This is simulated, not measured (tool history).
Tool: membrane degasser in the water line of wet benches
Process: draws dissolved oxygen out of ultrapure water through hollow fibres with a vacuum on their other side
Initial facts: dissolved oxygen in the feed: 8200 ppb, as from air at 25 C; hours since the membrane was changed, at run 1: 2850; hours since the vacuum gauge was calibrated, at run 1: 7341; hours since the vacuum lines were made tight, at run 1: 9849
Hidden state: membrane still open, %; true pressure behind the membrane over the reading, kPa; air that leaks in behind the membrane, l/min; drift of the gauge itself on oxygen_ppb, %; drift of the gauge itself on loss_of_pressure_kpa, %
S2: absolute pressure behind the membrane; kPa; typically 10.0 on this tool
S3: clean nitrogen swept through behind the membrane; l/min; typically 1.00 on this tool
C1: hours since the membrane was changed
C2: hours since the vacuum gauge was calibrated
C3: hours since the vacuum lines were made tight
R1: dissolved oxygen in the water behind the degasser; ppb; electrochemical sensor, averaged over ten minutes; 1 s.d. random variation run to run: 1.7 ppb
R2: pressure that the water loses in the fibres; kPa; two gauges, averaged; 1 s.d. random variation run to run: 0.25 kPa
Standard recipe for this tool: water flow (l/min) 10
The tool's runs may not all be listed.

run 1 day=0.000 | water_flow_(l/min)=10 S2=10.0 S3=1.00 | C1=2850 C2=7341 C3=9849 | R1=191.4 R2=66.06
run 2 day=7.821 | water_flow_(l/min)=10 S2=10.0 S3=1.00 | C1=3038 C2=7529 C3=10037 | R1=192.7 R2=66.51
run 3 day=14.325 | water_flow_(l/min)=10 S2=10.0 S3=1.00 | C1=3194 C2=7685 C3=10193 | R1=190.6 R2=66.26
run 4 day=21.004 | water_flow_(l/min)=10 S2=10.0 S3=1.00 | C1=3354 C2=7845 C3=10353 | R1=192.8 R2=66.19
run 5 day=26.621 | water_flow_(l/min)=10 S2=10.0 S3=1.00 | C1=3489 C2=7980 C3=10488 | R1=192.3 R2=66.40
run 6 day=32.862 | water_flow_(l/min)=10 S2=10.0 S3=1.00 | C1=3639 C2=8129 C3=10638 | R1=191.2 R2=66.18
run 7 day=37.925 | water_flow_(l/min)=10 S2=10.0 S3=1.00 | C1=3760 C2=8251 C3=10759 | R1=193.0 R2=66.46
run 8 day=42.371 | water_flow_(l/min)=11 S2=10.0 S3=0.47 | C1=3867 C2=8358 C3=10866 | R1=384.4 R2=72.66
run 9 day=46.083 | water_flow_(l/min)=11 S2=10.0 S3=0.47 | C1=3956 C2=8447 C3=10955 | R1=379.7 R2=73.27
-- day=47.921 vacuum gauge calibrated
run 10 day=52.575 | water_flow_(l/min)=11 S2=10.0 S3=0.47 | C1=4112 C2=112 C3=11111 | R1=372.4 R2=73.05
run 11 day=58.058 | water_flow_(l/min)=11 S2=10.0 S3=0.47 | C1=4243 C2=243 C3=11242 | R1=370.6 R2=72.98
run 12 day=64.812 | water_flow_(l/min)=11 S2=10.0 S3=0.47 | C1=4405 C2=405 C3=11404 | R1=369.7 R2=73.41
run 13 day=72.325 | water_flow_(l/min)=10 S2=6.6 S3=2.30 | C1=4585 C2=586 C3=11585 | R1=58.5 R2=66.70

5 options for the next run, each taken on its own from the tool as it stands now. Forecast them:
run A day=78.954 | water_flow_(l/min)=7 S2=6.6 S3=1.69 | C1=4745 C2=745 C3=11744 | R1=? R2=?
run B day=78.954 | water_flow_(l/min)=9 S2=8.9 S3=1.00 | C1=4745 C2=745 C3=11744 | R1=? R2=?
run C day=78.954 | water_flow_(l/min)=15 S2=10.0 S3=1.00 | C1=4745 C2=745 C3=11744 | R1=? R2=?
run D day=78.954 | water_flow_(l/min)=11 S2=7.6 S3=0.75 | C1=4745 C2=745 C3=11744 | R1=? R2=?
run E day=78.954 | water_flow_(l/min)=10 S2=10.9 S3=2.30 | C1=4745 C2=745 C3=11744 | R1=? R2=?

run=A R1=44.8 R2=46.67
run=B R1=144.1 R2=59.58
run=C R1=296.4 R2=100.29
run=D R1=177.8 R2=73.28
run=E R1=109.5 R2=66.92
Without the tool's hidden state the same runs would have given:
run=A R1=39.6 R2=45.77
run=B R1=132.5 R2=58.43
run=C R1=281.6 R2=98.35
run=D R1=166.9 R2=71.86
run=E R1=100.0 R2=65.63
